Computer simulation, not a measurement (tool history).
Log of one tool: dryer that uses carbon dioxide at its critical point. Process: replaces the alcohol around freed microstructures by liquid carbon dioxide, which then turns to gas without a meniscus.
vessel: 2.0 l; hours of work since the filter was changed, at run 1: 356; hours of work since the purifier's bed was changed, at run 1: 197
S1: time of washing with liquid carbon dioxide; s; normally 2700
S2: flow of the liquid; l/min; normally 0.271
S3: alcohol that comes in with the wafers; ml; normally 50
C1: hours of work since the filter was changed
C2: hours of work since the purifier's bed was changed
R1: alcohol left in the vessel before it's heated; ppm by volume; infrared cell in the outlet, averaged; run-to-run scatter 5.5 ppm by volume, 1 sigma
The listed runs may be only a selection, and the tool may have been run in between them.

Run 1, hour 0: usual settings; C1 356; C2 197. Result: R1 367 ppm by volume.
Run 2, hour 12.8: usual settings; C1 361; C2 202. Result: R1 385 ppm by volume.
Run 3, hour 25.1: usual settings; C1 366; C2 207. Result: R1 380 ppm by volume.
At hour 33.9: inlet filter changed.
Run 4, hour 34.3: usual settings; C1 0; C2 211. Result: R1 173 ppm by volume.
Run 5, hour 49.2: usual settings; C1 6; C2 217. Result: R1 182 ppm by volume.
Run 6, hour 56.9: usual settings but S1 3360 s; C1 9; C2 220. Result: R1 72 ppm by volume.
Run 7, hour 69.5: usual settings but S1 2940 s; C1 14; C2 225. Result: R1 128 ppm by volume.
Run 8, hour 80.4: usual settings; C1 19; C2 229. Result: R1 189 ppm by volume.
Run 9, hour 95.9: usual settings; C1 25; C2 235. Result: R1 190 ppm by volume.
Run 10, hour 110.2: usual settings but S2 0.417 l/min; C1 31; C2 241. Result: R1 47 ppm by volume.
Run 11, hour 117.2: usual settings but S2 0.417 l/min; C1 33; C2 244. Result: R1 42 ppm by volume.
Run 12, hour 130.6: usual settings but S1 3180 s; C1 39; C2 249. Result: R1 92 ppm by volume.
Run 13, hour 145.5: usual settings but S1 3180 s, S2 0.424 l/min; C1 45; C2 255. Result: R1 29 ppm by volume.
Run 14, hour 161.7: usual settings; C1 51; C2 262. Result: R1 209 ppm by volume.
Run 15, hour 169.3: usual settings but S1 3480 s; C1 54; C2 265. Result: R1 70 ppm by volume.
Run 16, hour 176.4: usual settings but S1 2220 s; C1 57; C2 268. Result: R1 432 ppm by volume.
Run 17, hour 192.3: usual settings but S2 0.194 l/min; C1 64; C2 274. Result: R1 815 ppm by volume.
Run 18, hour 208.4: usual settings but S2 0.182 l/min; C1 70; C2 281. Result: R1 983 ppm by volume.
Run 19, hour 223.2: usual settings but S2 0.182 l/min; C1 76; C2 287. Result: R1 1024 ppm by volume.
Run 20, hour 234: usual settings but S1 3420 s, S2 0.182 l/min; C1 80; C2 291. Result: R1 452 ppm by volume.
Run 21, hour 248.6: usual settings but S1 3420 s, S2 0.182 l/min; C1 86; C2 297. Result: R1 466 ppm by volume.
Run 22, hour 263.6: usual settings but S1 3420 s, S2 0.182 l/min; C1 92; C2 303. Result: R1 467 ppm by volume.
Run 23, hour 272.7: usual settings but S1 1620 s, S2 0.452 l/min; C1 96; C2 306. Result: R1 193 ppm by volume.
Run 24, hour 282.7: usual settings but S1 1620 s, S2 0.452 l/min; C1 100; C2 310. Result: R1 203 ppm by volume.
Run 25, hour 299.8: usual settings but S1 1620 s, S2 0.452 l/min; C1 107; C2 317. Result: R1 200 ppm by volume.
Run 26, hour 311.8: usual settings but S3 41 ml; C1 112; C2 322. Result: R1 200 ppm by volume.
Run 27, hour 323.5: usual settings but S1 1800 s, S2 0.171 l/min, S3 67 ml; C1 116; C2 327. Result: R1 4570 ppm by volume.
Run 28, hour 333.7: usual settings but S1 2880 s, S2 0.277 l/min, S3 72 ml; C1 120; C2 331. Result: R1 210 ppm by volume.
Run 29, hour 342.4: usual settings but S3 54 ml; C1 124; C2 334. Result: R1 260 ppm by volume.
Run 30, hour 353.3: usual settings but S3 54 ml; C1 128; C2 339. Result: R1 259 ppm by volume.
Run 31, hour 368.2: usual settings but S1 2040 s, S2 0.319 l/min, S3 55 ml; C1 134; C2 345. Result: R1 412 ppm by volume.
Run 32, hour 377.8: usual settings but S1 1740 s, S2 0.319 l/min, S3 55 ml; C1 138; C2 349. Result: R1 727 ppm by volume.
Run 33, hour 384.9: usual settings but S1 3420 s, S2 0.22 l/min, S3 22 ml; C1 141; C2 351. Result: R1 128 ppm by volume.
Run 34, hour 394.4: usual settings but S1 4260 s, S2 0.22 l/min, S3 21 ml; C1 145; C2 355. Result: R1 65 ppm by volume.
Run 35, hour 409.4: usual settings but S1 4260 s, S2 0.22 l/min, S3 21 ml; C1 151; C2 361. Result: R1 68 ppm by volume.
Run 36, hour 426.6: usual settings but S1 4260 s, S2 0.22 l/min, S3 21 ml; C1 158; C2 368. Result: R1 69 ppm by volume.
Run 37, hour 436.8: usual settings but S2 0.34 l/min; C1 162; C2 372. Result: R1 108 ppm by volume.
Run 38, hour 453.9: usual settings but S1 3000 s; C1 169; C2 379. Result: R1 181 ppm by volume.
Run 39, hour 465.7: usual settings but S1 3300 s; C1 173; C2 384. Result: R1 133 ppm by volume.
Run 40, hour 480.7: usual settings but S1 4140 s, S3 100 ml; C1 179; C2 390. Result: R1 78 ppm by volume.
Run 41, hour 495.3: usual settings but S1 4140 s, S2 0.246 l/min, S3 58 ml; C1 185; C2 396. Result: R1 99 ppm by volume.
Run 42, hour 506.8: usual settings but S1 4140 s, S2 0.246 l/min, S3 58 ml; C1 190; C2 400. Result: R1 88 ppm by volume.
Run 43, hour 519.9: usual settings but S1 2640 s, S2 0.243 l/min, S3 76 ml; C1 195; C2 406. Result: R1 707 ppm by volume.

Alternative continuations, all from the tool just after run 43; predict every row:
Run A, hour 533.9: usual settings but S1 2220 s, S2 0.223 l/min, S3 114 ml; C1 201; C2 411. Result: R1 ?.
Run B, hour 533.9: usual settings but S1 1800 s, S2 0.264 l/min, S3 36 ml; C1 201; C2 411. Result: R1 ?.
Run C, hour 533.9: usual settings but S1 3240 s, S2 0.438 l/min, S3 22 ml; C1 201; C2 411. Result: R1 ?.
Run D, hour 533.9: usual settings but S1 2580 s, S2 0.258 l/min, S3 61 ml; C1 201; C2 411. Result: R1 ?.
Run E, hour 533.9: usual settings but S1 1980 s, S2 0.268 l/min, S3 24 ml; C1 201; C2 411. Result: R1 ?.

run    R1
  A  2602
  B   927
  C    45
  D   504
  E   465
Take away the tool's hidden state, keep each run's random variation, and the runs would have read:
run    R1
  A  1835
  B   644
  C     2
  D   296
  E   298
